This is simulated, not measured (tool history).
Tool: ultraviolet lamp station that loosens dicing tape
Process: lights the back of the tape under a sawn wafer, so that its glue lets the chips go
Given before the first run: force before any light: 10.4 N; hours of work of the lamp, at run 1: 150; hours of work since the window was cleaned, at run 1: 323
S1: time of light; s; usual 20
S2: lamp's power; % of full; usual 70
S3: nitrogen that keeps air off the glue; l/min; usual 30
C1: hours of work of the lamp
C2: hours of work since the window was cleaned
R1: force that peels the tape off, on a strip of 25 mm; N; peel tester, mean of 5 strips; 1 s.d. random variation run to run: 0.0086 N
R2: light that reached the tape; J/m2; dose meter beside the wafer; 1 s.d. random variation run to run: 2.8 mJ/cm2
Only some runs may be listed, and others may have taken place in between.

run 1 hour=0.0 | S1=20 S2=70 S3=30 | C1=150 C2=323 | R1=0.353 R2=3930
run 2 hour=18.5 | S1=20 S2=70 S3=30 | C1=158 C2=331 | R1=0.353 R2=3950
run 3 hour=40.0 | S1=20 S2=70 S3=30 | C1=168 C2=341 | R1=0.345 R2=3950
run 4 hour=53.9 | S1=20 S2=99 S3=30 | C1=174 C2=347 | R1=0.156 R2=5490
run 5 hour=80.3 | S1=20 S2=99 S3=30 | C1=185 C2=359 | R1=0.154 R2=5520
run 6 hour=105.0 | S1=20 S2=99 S3=30 | C1=196 C2=370 | R1=0.164 R2=5580
run 7 hour=118.8 | S1=20 S2=62 S3=30 | C1=203 C2=376 | R1=0.507 R2=3480
run 8 hour=138.0 | S1=20 S2=62 S3=30 | C1=211 C2=385 | R1=0.488 R2=3450
run 9 hour=160.4 | S1=20 S2=62 S3=30 | C1=221 C2=394 | R1=0.496 R2=3450
run 10 hour=186.9 | S1=20 S2=62 S3=30 | C1=233 C2=406 | R1=0.533 R2=3460
run 11 hour=211.6 | S1=20 S2=62 S3=30 | C1=244 C2=417 | R1=0.496 R2=3490
run 12 hour=234.9 | S1=20 S2=62 S3=30 | C1=254 C2=428 | R1=0.504 R2=3460
run 13 hour=260.5 | S1=35 S2=62 S3=25 | C1=266 C2=439 | R1=0.151 R2=6110
run 14 hour=273.7 | S1=20 S2=93 S3=51 | C1=272 C2=445 | R1=0.126 R2=5230
run 15 hour=292.4 | S1=20 S2=63 S3=33 | C1=280 C2=453 | R1=0.430 R2=3490
run 16 hour=316.5 | S1=12 S2=70 S3=11 | C1=291 C2=464 | R1=2.480 R2=2330

Run 17, settings as shown, results not yet in. Your forecast:
run 17 hour=339.2 | S1=12 S2=70 S3=11 | C1=301 C2=474 | R1=? R2=?

R1: 2.481 N
R2: 2380 J/m2
With the hidden condition absent and the run-to-run variation left alone, this run would have shown R1 2.469 N, R2 2390 J/m2.
